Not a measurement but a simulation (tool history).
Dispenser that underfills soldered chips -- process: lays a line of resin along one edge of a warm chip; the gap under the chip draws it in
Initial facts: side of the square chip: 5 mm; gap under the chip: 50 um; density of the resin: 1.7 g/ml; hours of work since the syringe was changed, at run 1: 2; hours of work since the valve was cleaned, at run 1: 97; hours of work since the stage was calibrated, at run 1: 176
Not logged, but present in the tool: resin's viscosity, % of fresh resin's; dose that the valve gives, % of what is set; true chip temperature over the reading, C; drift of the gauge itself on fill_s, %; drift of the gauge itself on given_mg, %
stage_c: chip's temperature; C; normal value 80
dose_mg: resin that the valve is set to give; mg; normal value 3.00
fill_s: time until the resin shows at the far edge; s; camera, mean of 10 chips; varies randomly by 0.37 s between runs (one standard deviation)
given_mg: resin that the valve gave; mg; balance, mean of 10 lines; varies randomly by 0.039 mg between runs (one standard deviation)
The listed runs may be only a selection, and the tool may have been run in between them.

| run | day | stage_c | dose_mg | hours of work since the syringe was changed | hours of work since the valve was cleaned | hours of work since the stage was calibrated | fill_s | given_mg |
|---|---|---|---|---|---|---|---|---|
| 1 | 0.000 | 80 | 3.00 | 2 | 97 | 176 | 25.1 | 2.67 |
|  | 0.312 | new syringe of resin |
| 2 | 0.375 | 80 | 3.69 | 1 | 103 | 181 | 24.3 | 3.37 |
|  | 0.700 | new syringe of resin |
| 3 | 0.700 | 80 | 3.69 | 0 | 107 | 185 | 22.5 | 3.30 |
|  | 1.092 | new syringe of resin |
| 4 | 1.092 | 80 | 3.69 | 0 | 113 | 191 | 23.0 | 3.28 |
|  | 1.321 | dispensing valve cleaned and set on the balance |
|  | 1.517 | new syringe of resin |
| 5 | 1.571 | 80 | 3.00 | 1 | 3 | 197 | 23.0 | 2.98 |
|  | 1.921 | new syringe of resin |
| 6 | 2.042 | 80 | 3.00 | 2 | 10 | 204 | 25.3 | 3.06 |
|  | 2.312 | new syringe of resin |
| 7 | 2.342 | 80 | 3.00 | 0 | 14 | 208 | 23.6 | 2.95 |
|  | 2.712 | new syringe of resin |
| 8 | 2.979 | 80 | 3.00 | 4 | 23 | 217 | 29.6 | 2.87 |
|  | 3.108 | new syringe of resin |
|  | 3.496 | new syringe of resin |
| 9 | 3.633 | 80 | 2.95 | 2 | 32 | 226 | 25.8 | 2.86 |
|  | 3.900 | new syringe of resin |
|  | 4.288 | new syringe of resin |
| 10 | 4.296 | 80 | 2.95 | 0 | 42 | 235 | 23.6 | 2.90 |
| 11 | 4.575 | 80 | 2.95 | 4 | 46 | 239 | 30.0 | 2.87 |
|  | 4.708 | new syringe of resin |
|  | 5.112 | new syringe of resin |
| 12 | 5.142 | 80 | 2.95 | 0 | 54 | 247 | 23.2 | 2.81 |
|  | 5.500 | new syringe of resin |
| 13 | 5.554 | 80 | 2.95 | 1 | 59 | 253 | 24.4 | 2.80 |
|  | 5.904 | new syringe of resin |
| 14 | 6.000 | 80 | 2.95 | 1 | 66 | 259 | 26.1 | 2.81 |
|  | 6.312 | new syringe of resin |
| 15 | 6.471 | 80 | 2.95 | 2 | 72 | 266 | 27.2 | 2.76 |
|  | 6.696 | new syringe of resin |
| 16 | 6.867 | 80 | 3.84 | 2 | 78 | 271 | 26.8 | 3.57 |
|  | 7.075 | new syringe of resin |
| 17 | 7.379 | 80 | 3.84 | 4 | 85 | 279 | 28.7 | 3.62 |
|  | 7.479 | new syringe of resin |
|  | 7.896 | new syringe of resin |
| 18 | 7.992 | 82 | 3.21 | 1 | 94 | 287 | 23.2 | 2.99 |
|  | 8.275 | new syringe of resin |
| 19 | 8.279 | 89 | 3.48 | 0 | 97 | 291 | 16.1 | 3.12 |
| 20 | 8.600 | 81 | 3.00 | 5 | 102 | 296 | 29.3 | 2.75 |
|  | 8.692 | new syringe of resin |
| 21 | 9.042 | 73 | 3.67 | 5 | 108 | 302 | 41.7 | 3.30 |
|  | 9.108 | new syringe of resin |
|  | 9.504 | new syringe of resin |
|  | 9.604 | dispensing valve cleaned and set on the balance |
| 22 | 9.717 | 73 | 3.67 | 2 | 2 | 311 | 34.2 | 3.63 |
|  | 9.933 | new syringe of resin |
| 23 | 10.025 | 76 | 2.98 | 1 | 6 | 315 | 29.5 | 2.99 |
|  | 10.325 | new syringe of resin |
| 24 | 10.342 | 75 | 3.52 | 0 | 10 | 319 | 28.0 | 3.50 |
|  | 10.721 | new syringe of resin |
| 25 | 10.779 | 79 | 3.23 | 1 | 16 | 326 | 25.4 | 3.17 |
|  | 11.121 | new syringe of resin |
| 26 | 11.408 | 80 | 3.83 | 4 | 25 | 334 | 28.5 | 3.78 |
|  | 11.521 | new syringe of resin |
|  | 11.925 | new syringe of resin |
| 27 | 12.021 | 73 | 2.88 | 1 | 34 | 343 | 32.9 | 2.71 |
|  | 12.333 | new syringe of resin |
| 28 | 12.412 | 91 | 3.76 | 1 | 39 | 348 | 15.5 | 3.61 |
|  | 12.717 | new syringe of resin |
| 29 | 12.908 | 69 | 2.78 | 3 | 46 | 355 | 45.4 | 2.69 |
|  | 13.121 | new syringe of resin |
| 30 | 13.429 | 83 | 2.76 | 4 | 54 | 363 | 27.2 | 2.59 |
|  | 13.500 | new syringe of resin |
| 31 | 13.833 | 76 | 3.15 | 5 | 59 | 368 | 36.5 | 3.00 |
|  | 13.888 | new syringe of resin |
| 32 | 14.142 | 92 | 3.54 | 4 | 64 | 373 | 17.6 | 3.30 |
|  | 14.271 | new syringe of resin |
| 33 | 14.467 | 71 | 3.00 | 3 | 68 | 377 | 41.5 | 2.80 |
|  | 14.662 | new syringe of resin |
| 34 | 14.771 | 89 | 3.38 | 2 | 72 | 382 | 18.4 | 3.22 |

Results for each run, recomputed without the tool's hidden state and with each run's random variation untouched:
| run | fill_s | given_mg |
|---|---|---|
| 1 | 21.9 | 2.93 |
| 2 | 21.9 | 3.71 |
| 3 | 21.8 | 3.65 |
| 4 | 22.2 | 3.66 |
| 5 | 21.8 | 2.99 |
| 6 | 22.1 | 3.09 |
| 7 | 22.2 | 2.99 |
| 8 | 23.0 | 2.93 |
| 9 | 22.5 | 2.95 |
| 10 | 22.3 | 3.01 |
| 11 | 22.4 | 2.99 |
| 12 | 22.2 | 2.96 |
| 13 | 22.5 | 2.96 |
| 14 | 23.1 | 2.99 |
| 15 | 23.0 | 2.96 |
| 16 | 22.4 | 3.84 |
| 17 | 21.5 | 3.92 |
| 18 | 20.6 | 3.27 |
| 19 | 15.5 | 3.43 |
| 20 | 21.1 | 3.02 |
| 21 | 29.2 | 3.66 |
| 22 | 29.0 | 3.63 |
| 23 | 26.5 | 3.00 |
| 24 | 27.0 | 3.54 |
| 25 | 23.0 | 3.22 |
| 26 | 21.4 | 3.87 |
| 27 | 29.1 | 2.80 |
| 28 | 14.3 | 3.74 |
| 29 | 37.2 | 2.81 |
| 30 | 20.2 | 2.73 |
| 31 | 26.7 | 3.17 |
| 32 | 13.6 | 3.50 |
| 33 | 33.0 | 2.98 |
| 34 | 16.2 | 3.43 |
